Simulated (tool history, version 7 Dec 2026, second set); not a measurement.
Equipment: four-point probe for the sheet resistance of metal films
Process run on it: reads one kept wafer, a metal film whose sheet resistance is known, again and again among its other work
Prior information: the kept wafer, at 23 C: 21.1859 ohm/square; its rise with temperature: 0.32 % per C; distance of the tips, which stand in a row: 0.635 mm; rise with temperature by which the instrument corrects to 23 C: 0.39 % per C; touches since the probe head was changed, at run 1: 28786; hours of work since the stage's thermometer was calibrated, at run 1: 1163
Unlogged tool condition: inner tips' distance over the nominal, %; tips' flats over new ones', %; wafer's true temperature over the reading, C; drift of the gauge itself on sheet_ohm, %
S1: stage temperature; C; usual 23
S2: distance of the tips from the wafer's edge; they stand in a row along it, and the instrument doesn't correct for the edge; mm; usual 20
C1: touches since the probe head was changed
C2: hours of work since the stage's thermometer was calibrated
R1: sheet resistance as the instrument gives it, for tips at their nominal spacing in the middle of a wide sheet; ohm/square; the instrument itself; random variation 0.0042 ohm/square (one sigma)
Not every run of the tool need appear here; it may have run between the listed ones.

Run 1, day 0.000: usual settings; C1 28786; C2 1163. Result: R1 21.307019 ohm/square.
Run 2, day 1.567: usual settings; C1 30052; C2 1191. Result: R1 21.311582 ohm/square.
Run 3, day 2.688: usual settings; C1 30961; C2 1210. Result: R1 21.312939 ohm/square.
Run 4, day 4.762: usual settings but S1 20 C; C1 32639; C2 1247. Result: R1 21.361260 ohm/square.
Run 5, day 7.162: usual settings but S1 20 C; C1 34580; C2 1288. Result: R1 21.368925 ohm/square.
Run 6, day 8.683: usual settings but S1 20 C; C1 35809; C2 1315. Result: R1 21.368270 ohm/square.
At day 9.750: stage's thermometer calibrated.
Run 7, day 10.625: usual settings; C1 37362; C2 15. Result: R1 21.302605 ohm/square.
Run 8, day 12.683: usual settings; C1 39026; C2 51. Result: R1 21.299111 ohm/square.
Run 9, day 14.908: usual settings but S1 29 C; C1 40826; C2 90. Result: R1 21.211180 ohm/square.
Run 10, day 16.825: usual settings but S1 29 C; C1 42376; C2 123. Result: R1 21.220457 ohm/square.
Run 11, day 18.575: usual settings but S1 29 C; C1 43791; C2 154. Result: R1 21.223496 ohm/square.
Run 12, day 19.958: usual settings but S1 29 C; C1 44911; C2 178. Result: R1 21.222929 ohm/square.
Run 13, day 21.417: usual settings but S1 29 C; C1 46090; C2 204. Result: R1 21.223193 ohm/square.
Run 14, day 22.704: usual settings but S1 29 C; C1 47132; C2 226. Result: R1 21.225127 ohm/square.
Run 15, day 23.808: usual settings; C1 48023; C2 245. Result: R1 21.317261 ohm/square.
Run 16, day 25.725: usual settings; C1 49573; C2 279. Result: R1 21.321991 ohm/square.
Run 17, day 28.133: usual settings; C1 51520; C2 321. Result: R1 21.323754 ohm/square.
Run 18, day 30.512: usual settings but S2 21 mm; C1 53445; C2 362. Result: R1 21.327678 ohm/square.
Run 19, day 32.188: usual settings but S2 21 mm; C1 54801; C2 392. Result: R1 21.327003 ohm/square.
Run 20, day 33.546: usual settings but S2 19 mm; C1 55899; C2 415. Result: R1 21.328298 ohm/square.
Run 21, day 35.321: usual settings but S1 21 C; C1 57334; C2 446. Result: R1 21.369262 ohm/square.
Run 22, day 37.725: usual settings but S1 21 C; C1 59278; C2 488. Result: R1 21.367921 ohm/square.
Run 23, day 40.233: usual settings but S1 21 C; C1 61307; C2 532. Result: R1 21.376974 ohm/square.
Run 24, day 41.600: usual settings but S1 30 C, S2 52 mm; C1 62413; C2 556. Result: R1 21.223665 ohm/square.
Run 25, day 44.121: usual settings but S1 22 C, S2 51 mm; C1 64450; C2 600. Result: R1 21.343189 ohm/square.
Run 26, day 45.179: usual settings but S2 5 mm; C1 65306; C2 618. Result: R1 21.514789 ohm/square.
Run 27, day 47.496: usual settings but S2 5 mm; C1 67181; C2 659. Result: R1 21.520065 ohm/square.
Run 28, day 48.654: usual settings but S2 5 mm; C1 68118; C2 679. Result: R1 21.521898 ohm/square.
Run 29, day 50.079: usual settings but S1 29 C, S2 7 mm; C1 69271; C2 704. Result: R1 21.334919 ohm/square.
Run 30, day 51.958: usual settings but S2 49 mm; C1 70791; C2 737. Result: R1 21.336035 ohm/square.
Run 31, day 53.367: usual settings but S1 26 C, S2 29 mm; C1 71928; C2 761. Result: R1 21.305714 ohm/square.
Run 32, day 55.729: usual settings but S1 26 C, S2 10 mm; C1 73840; C2 802. Result: R1 21.341613 ohm/square.
Run 33, day 57.117: usual settings but S1 20 C, S2 4 mm; C1 74961; C2 826. Result: R1 21.678600 ohm/square.
Run 34, day 59.192: usual settings but S1 22 C, S2 37 mm; C1 76639; C2 863. Result: R1 21.367862 ohm/square.
Run 35, day 61.096: usual settings but S1 31 C, S2 5 mm; C1 78181; C2 896. Result: R1 21.411811 ohm/square.
Run 36, day 62.475: usual settings but S1 18 C, S2 8 mm; C1 79293; C2 920. Result: R1 21.508792 ohm/square.
Run 37, day 64.817: usual settings but S1 18 C, S2 8 mm; C1 81188; C2 961. Result: R1 21.506144 ohm/square.
Run 38, day 66.304: usual settings but S1 18 C, S2 8 mm; C1 82390; C2 987. Result: R1 21.507911 ohm/square.
Run 39, day 67.579: usual settings but S1 18 C, S2 8 mm; C1 83424; C2 1009. Result: R1 21.509400 ohm/square.
Run 40, day 69.625: usual settings but S1 32 C, S2 48 mm; C1 85077; C2 1045. Result: R1 21.221366 ohm/square.
Run 41, day 71.525: usual settings but S1 32 C, S2 48 mm; C1 86614; C2 1078. Result: R1 21.227392 ohm/square.
Run 42, day 72.788: usual settings but S1 19 C, S2 6 mm; C1 87633; C2 1100. Result: R1 21.555873 ohm/square.
Run 43, day 74.542: usual settings but S1 32 C, S2 48 mm; C1 89053; C2 1131. Result: R1 21.219120 ohm/square.
Run 44, day 76.838: usual settings but S1 25 C, S2 5 mm; C1 90910; C2 1171. Result: R1 21.514323 ohm/square.

Take each entry between the runs: how does the hidden state at the last listed run before it differ from the hidden state at the first listed run after it?
After run 6, before run 7: stage's thermometer calibrated (day 9.750)
  inner tips' distance over the nominal, %: 0.462 -> 0.469; tips' flats over new ones', %: 16 -> 17; wafer's true temperature over the reading, C: 0.25 -> -0.03
  the result without the hidden state subtracted from the measured one, R1: +0.123103 -> +0.105856 ohm/square

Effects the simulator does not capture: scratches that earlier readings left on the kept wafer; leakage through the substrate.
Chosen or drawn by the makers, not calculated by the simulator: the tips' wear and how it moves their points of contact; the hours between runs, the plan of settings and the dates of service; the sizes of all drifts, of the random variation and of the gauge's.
